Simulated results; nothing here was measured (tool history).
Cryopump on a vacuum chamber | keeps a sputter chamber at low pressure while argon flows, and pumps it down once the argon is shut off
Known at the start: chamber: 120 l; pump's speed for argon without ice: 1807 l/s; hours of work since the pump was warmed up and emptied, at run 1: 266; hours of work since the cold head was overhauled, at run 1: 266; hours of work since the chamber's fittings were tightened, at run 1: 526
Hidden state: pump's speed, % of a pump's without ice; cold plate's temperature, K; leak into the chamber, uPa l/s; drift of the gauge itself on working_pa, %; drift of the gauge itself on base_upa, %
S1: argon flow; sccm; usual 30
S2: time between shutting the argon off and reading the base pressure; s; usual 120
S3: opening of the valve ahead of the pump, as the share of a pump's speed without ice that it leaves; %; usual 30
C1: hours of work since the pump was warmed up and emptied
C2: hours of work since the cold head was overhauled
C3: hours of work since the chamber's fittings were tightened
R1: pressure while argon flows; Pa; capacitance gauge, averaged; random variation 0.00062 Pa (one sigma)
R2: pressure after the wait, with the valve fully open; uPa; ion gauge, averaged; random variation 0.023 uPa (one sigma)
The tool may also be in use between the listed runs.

run     day  S1   S2  S3   C1   C2   C3      R1    R2
  1   0.000  30  120  30  266  266  526  0.1001  1.29
  2   0.650  30  120  30  272  272  533  0.0999  1.36
  3   1.296  30  120  30  279  279  539  0.1005  1.38
  4   2.108  30  120  30  287  287  548  0.1006  1.39
  5   2.896  30  120  30  295  295  555  0.1013  1.46
  6   3.558  30  120  30  302  302  562  0.1012  1.36
  7   4.183  30  120  56  308  308  568  0.0562  1.42
  8   4.571  30  120  56  312  312  572  0.0580  1.42
  9   5.296  30  120  30  319  319  580  0.1017  1.41
 10   6.088  32   63  20  327  327  587  0.1575  1.95
 11   6.879  31  121  20  335  335  595  0.1526  1.47
 12   7.696  44  121  22  343  343  604  0.1997  1.47
 13   8.454  44  121  22  351  351  611  0.2005  1.50
 14   9.183  44  121  22  358  358  618  0.1992  1.47
 15   9.683  44  121  22  363  363  624  0.2000  1.51
 16  10.088  44  121  19  367  367  628  0.2291  1.48
 17  10.642  22  131  29  373  373  633  0.0785  1.46
 18  11.308  22  131  29  379  379  640  0.0787  1.47

4 ways to go on from here, each from the tool as it stands after run 18. What would each give?
  A  11.812  23  252  50  384  384  645   ?   ?
  B  11.812  30  114  30  384  384  645   ?   ?
  C  11.812  13  175  60  384  384  645   ?   ?
  D  11.812  31   30  30  384  384  645   ?   ?

run      R1    R2
  A  0.0497  1.26
  B  0.1026  1.57
  C  0.0252  1.38
  D  0.1060  3.33
Without the tool's hidden state the same runs would have given:
run      R1    R2
  A  0.0421  0.45
  B  0.0928  0.78
  C  0.0210  0.58
  D  0.0958  2.54
